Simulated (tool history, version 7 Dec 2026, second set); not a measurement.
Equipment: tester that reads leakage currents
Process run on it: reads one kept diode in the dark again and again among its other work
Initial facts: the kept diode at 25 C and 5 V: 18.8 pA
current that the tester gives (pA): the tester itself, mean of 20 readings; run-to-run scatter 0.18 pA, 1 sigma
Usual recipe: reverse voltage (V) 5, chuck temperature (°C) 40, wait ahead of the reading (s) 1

run     day  reverse voltage (V)  chuck temperature (°C)  wait ahead of the reading (s)  current that the tester gives (pA)
  1       0                    5                      40                              1                                50.2
      2.283  -- chuck's temperature calibrated
  2   3.971                    5                      40                              1                               58.19
  3   8.554                    5                      40                              1                                  57
  4  13.808                    5                      40                              1                               55.44
  5  18.333                 4.67                      40                              1                               52.94
  6   20.85                 4.67                      40                              1                               52.51
  7  23.775                 4.67                      40                           2.75                               50.71
  8  29.438                 4.67                      40                           2.75                               49.43
     32.354  -- chuck's temperature calibrated
  9  33.483                    5                      40                              1                               58.51
 10  37.308                    5                      39                              1                               53.61
 11  40.825                 5.58                      40                              1                               58.81
 12  46.604                    5                      40                              1                               54.78
 13  49.529                    5                      40                              1                               54.37
 14  54.483                    5                      40                              1                               53.13
     55.788  -- probe card cleaned and baked
 15  57.788                    5                      40                              1                               51.02
     62.429  -- chuck's temperature calibrated
 16  63.446                    5                      29                              1                               27.08
 17  67.675                    5                      40                              1                               56.48
 18  70.158                12.96                      23                              1                               25.09

Run 19, settings as shown, results not yet in. Your forecast:
 19  75.775                 2.81                      54                           0.53                                   ?

current that the tester gives (pA): 112.61
Had the tool carried no hidden state, the very same run would have given current that the tester gives (pA) 119.5.
